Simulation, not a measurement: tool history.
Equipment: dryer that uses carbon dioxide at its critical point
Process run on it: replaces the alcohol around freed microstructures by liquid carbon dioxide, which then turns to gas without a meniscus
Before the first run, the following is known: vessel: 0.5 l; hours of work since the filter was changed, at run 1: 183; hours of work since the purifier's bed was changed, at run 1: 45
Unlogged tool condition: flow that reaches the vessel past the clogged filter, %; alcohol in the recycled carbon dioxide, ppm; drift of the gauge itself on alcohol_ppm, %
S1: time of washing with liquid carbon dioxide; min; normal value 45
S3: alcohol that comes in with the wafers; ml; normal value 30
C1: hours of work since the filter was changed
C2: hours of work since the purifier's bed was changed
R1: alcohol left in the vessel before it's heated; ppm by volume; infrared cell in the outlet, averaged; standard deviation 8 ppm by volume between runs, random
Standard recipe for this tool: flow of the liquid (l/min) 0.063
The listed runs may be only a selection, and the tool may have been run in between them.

{"run": 1, "day": 0.0, "S1": 45, "flow of the liquid (l/min)": 0.063, "S3": 30, "C1": 183, "C2": 45, "R1": 640}
{"run": 2, "day": 0.183, "S1": 45, "flow of the liquid (l/min)": 0.0487, "S3": 30, "C1": 186, "C2": 47, "R1": 1935}
{"run": 3, "day": 0.512, "S1": 45, "flow of the liquid (l/min)": 0.0487, "S3": 30, "C1": 190, "C2": 52, "R1": 1848}
{"run": 4, "day": 0.846, "S1": 45, "flow of the liquid (l/min)": 0.0487, "S3": 30, "C1": 194, "C2": 56, "R1": 1897}
{"run": 5, "day": 1.029, "S1": 45, "flow of the liquid (l/min)": 0.0487, "S3": 20, "C1": 197, "C2": 59, "R1": 1306}
{"run": 6, "day": 1.354, "S1": 45, "flow of the liquid (l/min)": 0.0487, "S3": 20, "C1": 201, "C2": 63, "R1": 1318}
{"run": 7, "day": 1.554, "S1": 45, "flow of the liquid (l/min)": 0.0487, "S3": 20, "C1": 204, "C2": 66, "R1": 1287}
{"run": 8, "day": 1.892, "S1": 45, "flow of the liquid (l/min)": 0.0487, "S3": 20, "C1": 208, "C2": 70, "R1": 1260}
{"run": 9, "day": 2.217, "S1": 45, "flow of the liquid (l/min)": 0.0487, "S3": 20, "C1": 213, "C2": 74, "R1": 1326}
{"run": 10, "day": 2.471, "S1": 45, "flow of the liquid (l/min)": 0.051, "S3": 30, "C1": 216, "C2": 78, "R1": 1727}
{"run": 11, "day": 2.8, "S1": 45, "flow of the liquid (l/min)": 0.063, "S3": 30, "C1": 220, "C2": 82, "R1": 696}
{"run": 12, "day": 3.217, "S1": 45, "flow of the liquid (l/min)": 0.063, "S3": 30, "C1": 226, "C2": 88, "R1": 731}
{"run": 13, "day": 3.604, "S1": 45, "flow of the liquid (l/min)": 0.063, "S3": 30, "C1": 231, "C2": 93, "R1": 727}
{"run": 14, "day": 3.804, "S1": 45, "flow of the liquid (l/min)": 0.0462, "S3": 30, "C1": 234, "C2": 95, "R1": 2370}
{"run": 15, "day": 4.067, "S1": 28, "flow of the liquid (l/min)": 0.0462, "S3": 30, "C1": 237, "C2": 99, "R1": 8248}
{"run": 16, "day": 4.458, "S1": 28, "flow of the liquid (l/min)": 0.0462, "S3": 30, "C1": 242, "C2": 104, "R1": 8226}
{"run": 17, "day": 4.767, "S1": 28, "flow of the liquid (l/min)": 0.0462, "S3": 30, "C1": 246, "C2": 108, "R1": 8342}
{"run": 18, "day": 5.075, "S1": 28, "flow of the liquid (l/min)": 0.0462, "S3": 27, "C1": 250, "C2": 112, "R1": 7428}
{"run": 19, "day": 5.467, "S1": 28, "flow of the liquid (l/min)": 0.0462, "S3": 27, "C1": 255, "C2": 117, "R1": 7400}
{"run": 20, "day": 5.729, "S1": 28, "flow of the liquid (l/min)": 0.0462, "S3": 27, "C1": 259, "C2": 121, "R1": 7406}
{"run": 21, "day": 6.117, "S1": 28, "flow of the liquid (l/min)": 0.0462, "S3": 27, "C1": 264, "C2": 126, "R1": 7699}
{"day": 6.262, "done": "inlet filter changed"}
{"run": 22, "day": 6.408, "S1": 28, "flow of the liquid (l/min)": 0.0462, "S3": 27, "C1": 2, "C2": 129, "R1": 5954}
{"run": 23, "day": 6.675, "S1": 28, "flow of the liquid (l/min)": 0.0462, "S3": 27, "C1": 5, "C2": 133, "R1": 5778}
{"run": 24, "day": 6.962, "S1": 29, "flow of the liquid (l/min)": 0.0462, "S3": 39, "C1": 9, "C2": 136, "R1": 7799}
{"run": 25, "day": 7.367, "S1": 29, "flow of the liquid (l/min)": 0.069, "S3": 39, "C1": 15, "C2": 142, "R1": 2379}
{"run": 26, "day": 7.571, "S1": 29, "flow of the liquid (l/min)": 0.069, "S3": 39, "C1": 17, "C2": 144, "R1": 2425}
{"run": 27, "day": 7.829, "S1": 29, "flow of the liquid (l/min)": 0.069, "S3": 39, "C1": 21, "C2": 148, "R1": 2465}
{"run": 28, "day": 8.238, "S1": 57, "flow of the liquid (l/min)": 0.0392, "S3": 88, "C1": 26, "C2": 153, "R1": 4037}
{"run": 29, "day": 8.621, "S1": 45, "flow of the liquid (l/min)": 0.0694, "S3": 30, "C1": 31, "C2": 158, "R1": 275}
{"run": 30, "day": 8.854, "S1": 45, "flow of the liquid (l/min)": 0.0694, "S3": 64, "C1": 34, "C2": 161, "R1": 574}
{"run": 31, "day": 9.171, "S1": 45, "flow of the liquid (l/min)": 0.0694, "S3": 64, "C1": 38, "C2": 166, "R1": 583}
{"run": 32, "day": 9.567, "S1": 41, "flow of the liquid (l/min)": 0.0968, "S3": 116, "C1": 44, "C2": 171, "R1": 222}
{"run": 33, "day": 9.858, "S1": 44, "flow of the liquid (l/min)": 0.0972, "S3": 30, "C1": 47, "C2": 175, "R1": 47}
{"run": 34, "day": 10.188, "S1": 44, "flow of the liquid (l/min)": 0.0972, "S3": 30, "C1": 52, "C2": 179, "R1": 48}
{"run": 35, "day": 10.412, "S1": 48, "flow of the liquid (l/min)": 0.063, "S3": 22, "C1": 55, "C2": 182, "R1": 274}
{"run": 36, "day": 10.671, "S1": 56, "flow of the liquid (l/min)": 0.0709, "S3": 57, "C1": 58, "C2": 185, "R1": 143}
{"run": 37, "day": 10.917, "S1": 70, "flow of the liquid (l/min)": 0.0774, "S3": 57, "C1": 61, "C2": 189, "R1": 20}
{"run": 38, "day": 11.329, "S1": 54, "flow of the liquid (l/min)": 0.0453, "S3": 38, "C1": 67, "C2": 194, "R1": 1283}
{"run": 39, "day": 11.704, "S1": 54, "flow of the liquid (l/min)": 0.0453, "S3": 38, "C1": 72, "C2": 199, "R1": 1269}
{"run": 40, "day": 11.888, "S1": 45, "flow of the liquid (l/min)": 0.0416, "S3": 30, "C1": 74, "C2": 201, "R1": 2666}
{"run": 41, "day": 12.067, "S1": 45, "flow of the liquid (l/min)": 0.0566, "S3": 30, "C1": 77, "C2": 204, "R1": 822}
{"run": 42, "day": 12.35, "S1": 32, "flow of the liquid (l/min)": 0.0707, "S3": 32, "C1": 80, "C2": 208, "R1": 1372}
{"run": 43, "day": 12.667, "S1": 32, "flow of the liquid (l/min)": 0.0707, "S3": 32, "C1": 85, "C2": 212, "R1": 1465}
{"run": 44, "day": 12.892, "S1": 29, "flow of the liquid (l/min)": 0.0438, "S3": 76, "C1": 88, "C2": 215, "R1": 19004}
{"run": 45, "day": 13.075, "S1": 31, "flow of the liquid (l/min)": 0.0749, "S3": 50, "C1": 90, "C2": 217, "R1": 2035}
{"run": 46, "day": 13.275, "S1": 66, "flow of the liquid (l/min)": 0.0712, "S3": 21, "C1": 93, "C2": 220, "R1": 21}

Across each entry between runs, compare the hidden state at the last listed run before it with the hidden state at the first listed run after it:
In the gap between runs 21 and 22: inlet filter changed (day 6.262)
  flow that reaches the vessel past the clogged filter, %: 87.5 -> 99.3; alcohol in the recycled carbon dioxide, ppm: 8.1 -> 8.2
  the result without the hidden state subtracted from the measured one, R1: +1884 -> +94 ppm by volume
